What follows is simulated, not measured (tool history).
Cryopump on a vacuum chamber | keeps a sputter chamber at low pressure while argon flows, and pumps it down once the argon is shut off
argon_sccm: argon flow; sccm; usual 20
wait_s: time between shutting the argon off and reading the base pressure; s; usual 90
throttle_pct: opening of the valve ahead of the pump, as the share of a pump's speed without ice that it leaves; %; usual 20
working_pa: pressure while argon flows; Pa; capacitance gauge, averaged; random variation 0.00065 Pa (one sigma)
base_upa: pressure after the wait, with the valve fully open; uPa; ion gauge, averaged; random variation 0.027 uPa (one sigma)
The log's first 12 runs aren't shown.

run	hour	argon_sccm	wait_s	throttle_pct	hours of work since the pump was warmed up and emptied	hours of work since the cold head was overhauled	hours of work since the chamber's fittings were tightened	working_pa	base_upa
13	297.1	38	90	20	339	339	936	0.2061	1.68
14	313.1	38	90	20	353	353	951	0.2079	1.63
15	331.2	38	90	20	369	369	967	0.2096	1.67
16	345.7	38	90	20	382	382	980	0.2061	1.70
17	373.0	38	90	20	407	407	1004	0.2097	1.66
18	395.9	9	90	20	427	427	1025	0.0485	1.71
19	412.0	31	54	37	441	441	1039	0.0947	2.36
20	433.8	31	54	37	461	461	1059	0.0946	2.38
21	460.6	20	41	36	485	485	1083	0.0628	2.96
22	486.0	20	27	59	508	508	1105	0.0395	4.27
23	499.8	20	27	59	520	520	1118	0.0407	4.22
24	526.0	20	27	59	544	544	1141	0.0392	4.24
25	544.6	20	27	59	560	560	1158	0.0396	4.36
26	576.0	33	27	59	588	588	1186	0.0664	4.06
27	594.6	40	90	53	605	605	1203	0.0886	1.81

Forecast run 28:
28	616.0	40	90	53	624	624	1222	?	?

{"run 28": {"working_pa": 0.0902, "base_upa": 1.84}}
Without the tool's hidden state the same run would have given working_pa 0.0813 Pa, base_upa 1.20 uPa.
